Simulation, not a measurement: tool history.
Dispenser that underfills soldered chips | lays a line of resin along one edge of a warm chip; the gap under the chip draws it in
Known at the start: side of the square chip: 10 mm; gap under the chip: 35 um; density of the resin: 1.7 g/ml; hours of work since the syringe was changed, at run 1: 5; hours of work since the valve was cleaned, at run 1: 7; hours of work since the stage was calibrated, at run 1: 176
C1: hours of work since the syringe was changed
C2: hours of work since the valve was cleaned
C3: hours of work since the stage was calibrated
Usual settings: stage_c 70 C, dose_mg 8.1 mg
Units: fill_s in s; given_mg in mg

Run 1, day 0: usual settings; C1 5; C2 7; C3 176. Result: fill_s 177.5 s, given_mg 8.1 mg.
At day 0.238: new syringe of resin.
Run 2, day 0.475: usual settings; C1 4; C2 15; C3 184. Result: fill_s 170.4 s, given_mg 8.03 mg.
At day 0.762: new syringe of resin.
Run 3, day 0.929: usual settings; C1 3; C2 23; C3 191. Result: fill_s 157.6 s, given_mg 7.99 mg.
Run 4, day 1.158: usual settings; C1 7; C2 27; C3 195. Result: fill_s 203.1 s, given_mg 7.92 mg.
At day 1.292: new syringe of resin.
Run 5, day 1.521: usual settings; C1 4; C2 33; C3 201. Result: fill_s 166.1 s, given_mg 7.93 mg.
Run 6, day 1.754: usual settings; C1 8; C2 37; C3 205. Result: fill_s 219.6 s, given_mg 7.93 mg.
At day 1.812: new syringe of resin.
Run 7, day 1.996: usual settings; C1 3; C2 41; C3 209. Result: fill_s 155.2 s, given_mg 7.87 mg.
At day 2.354: new syringe of resin.
Run 8, day 2.488: usual settings but stage_c 65 C; C1 2; C2 49; C3 217. Result: fill_s 180.3 s, given_mg 7.87 mg.
At day 2.688: dispensing valve cleaned and set on the balance.
At day 2.921: new syringe of resin.
Run 9, day 3.079: usual settings but dose_mg 10.19 mg; C1 3; C2 7; C3 227. Result: fill_s 143 s, given_mg 10.13 mg.
Run 10, day 3.312: usual settings but dose_mg 10.19 mg; C1 7; C2 11; C3 231. Result: fill_s 186.5 s, given_mg 10.11 mg.
At day 3.475: new syringe of resin.
Run 11, day 3.65: usual settings but dose_mg 9.1 mg; C1 3; C2 16; C3 236. Result: fill_s 151.3 s, given_mg 8.95 mg.
At day 4.008: new syringe of resin.
Run 12, day 4.212: usual settings but dose_mg 9.1 mg; C1 4; C2 26; C3 246. Result: fill_s 153.4 s, given_mg 8.84 mg.
At day 4.542: new syringe of resin.
Run 13, day 4.583: usual settings; C1 1; C2 32; C3 252. Result: fill_s 131.7 s, given_mg 7.9 mg.
At day 5.096: new syringe of resin.
Run 14, day 5.104: usual settings; C1 0; C2 40; C3 261. Result: fill_s 127.4 s, given_mg 7.82 mg.
At day 5.642: new syringe of resin.
Run 15, day 5.658: usual settings; C1 0; C2 50; C3 270. Result: fill_s 127.7 s, given_mg 7.76 mg.
At day 5.796: dispensing valve cleaned and set on the balance.
Run 16, day 6: usual settings; C1 5; C2 3; C3 275. Result: fill_s 178.9 s, given_mg 8.09 mg.
At day 6.233: new syringe of resin.
Run 17, day 6.333: usual settings; C1 2; C2 9; C3 281. Result: fill_s 137 s, given_mg 7.99 mg.
Run 18, day 6.675: usual settings; C1 8; C2 15; C3 286. Result: fill_s 207.9 s, given_mg 7.96 mg.
At day 6.779: new syringe of resin.
Run 19, day 7.238: usual settings but stage_c 62 C, dose_mg 9.34 mg; C1 8; C2 24; C3 296. Result: fill_s 298.3 s, given_mg 9.13 mg.
At day 7.308: new syringe of resin.
Run 20, day 7.529: usual settings but stage_c 78 C, dose_mg 8.11 mg; C1 4; C2 29; C3 301. Result: fill_s 118.3 s, given_mg 7.88 mg.
At day 7.838: new syringe of resin.
Run 21, day 7.946: usual settings but stage_c 81 C, dose_mg 7.71 mg; C1 2; C2 36; C3 308. Result: fill_s 94.2 s, given_mg 7.5 mg.
Run 22, day 8.338: usual settings but stage_c 81 C, dose_mg 7.71 mg; C1 9; C2 43; C3 314. Result: fill_s 147.8 s, given_mg 7.45 mg.
At day 8.396: new syringe of resin.
Run 23, day 8.721: usual settings but stage_c 81 C, dose_mg 7.71 mg; C1 6; C2 49; C3 321. Result: fill_s 120.5 s, given_mg 7.43 mg.
At day 8.929: dispensing valve cleaned and set on the balance.
At day 8.992: new syringe of resin.
Run 24, day 9.192: usual settings but stage_c 69 C, dose_mg 9.9 mg; C1 3; C2 4; C3 328. Result: fill_s 157.7 s, given_mg 9.84 mg.
At day 9.517: new syringe of resin.
Run 25, day 9.558: usual settings but stage_c 56 C, dose_mg 9.02 mg; C1 1; C2 10; C3 334. Result: fill_s 229.8 s, given_mg 8.95 mg.
Run 26, day 10.008: usual settings but stage_c 73 C; C1 8; C2 18; C3 342. Result: fill_s 198.9 s, given_mg 7.99 mg.
At day 10.058: new syringe of resin.
Run 27, day 10.467: usual settings but stage_c 69 C, dose_mg 10.37 mg; C1 7; C2 26; C3 349. Result: fill_s 203.1 s, given_mg 10.21 mg.
At day 10.588: new syringe of resin.
Run 28, day 10.75: usual settings but stage_c 61 C, dose_mg 10.26 mg; C1 3; C2 30; C3 354. Result: fill_s 214.1 s, given_mg 10.03 mg.
At day 11.146: new syringe of resin.
Run 29, day 11.308: usual settings but stage_c 64 C, dose_mg 10.4 mg; C1 3; C2 40; C3 363. Result: fill_s 183 s, given_mg 10.09 mg.
At day 11.692: new syringe of resin.
Run 30, day 11.842: usual settings but stage_c 62 C, dose_mg 8.69 mg; C1 3; C2 49; C3 372. Result: fill_s 204.4 s, given_mg 8.4 mg.
At day 12.075: dispensing valve cleaned and set on the balance.
Run 31, day 12.212: usual settings but stage_c 62 C, dose_mg 8.69 mg; C1 8; C2 2; C3 378. Result: fill_s 297.8 s, given_mg 8.62 mg.
At day 12.275: new syringe of resin.
Run 32, day 12.558: usual settings but stage_c 74 C, dose_mg 9.64 mg; C1 5; C2 8; C3 384. Result: fill_s 146 s, given_mg 9.58 mg.
At day 12.8: new syringe of resin.
Run 33, day 12.817: usual settings but stage_c 56 C, dose_mg 7.25 mg; C1 0; C2 12; C3 388. Result: fill_s 243.6 s, given_mg 7.2 mg.
Run 34, day 13.158: usual settings but stage_c 56 C, dose_mg 10.45 mg; C1 6; C2 18; C3 394. Result: fill_s 338.6 s, given_mg 10.34 mg.
At day 13.354: new syringe of resin.
Run 35, day 13.471: usual settings but stage_c 56 C, dose_mg 10.45 mg; C1 2; C2 23; C3 399. Result: fill_s 249.5 s, given_mg 10.17 mg.

Forecast each of these 4 alternatives for the next run:
At day 13.908: new syringe of resin.
Run A, day 13.921: usual settings but dose_mg 7.5 mg; C1 0; C2 31; C3 407. Result: fill_s ?, given_mg ?.
At day 13.908: new syringe of resin.
Run B, day 13.921: usual settings but stage_c 59 C, dose_mg 7.04 mg; C1 0; C2 31; C3 407. Result: fill_s ?, given_mg ?.
At day 13.908: new syringe of resin.
Run C, day 13.921: usual settings but stage_c 71 C, dose_mg 8.27 mg; C1 0; C2 31; C3 407. Result: fill_s ?, given_mg ?.
At day 13.908: new syringe of resin.
Run D, day 13.921: usual settings but stage_c 74 C; C1 0; C2 31; C3 407. Result: fill_s ?, given_mg ?.

run  fill_s  given_mg
  A   128.3      7.27
  B   210.6      6.92
  C   117.6      8.06
  D   101.7      7.91
Without the tool's hidden state the same runs would have given:
run  fill_s  given_mg
  A   131.1      7.46
  B   215.4       7.1
  C   120.5      8.27
  D   104.1      8.11
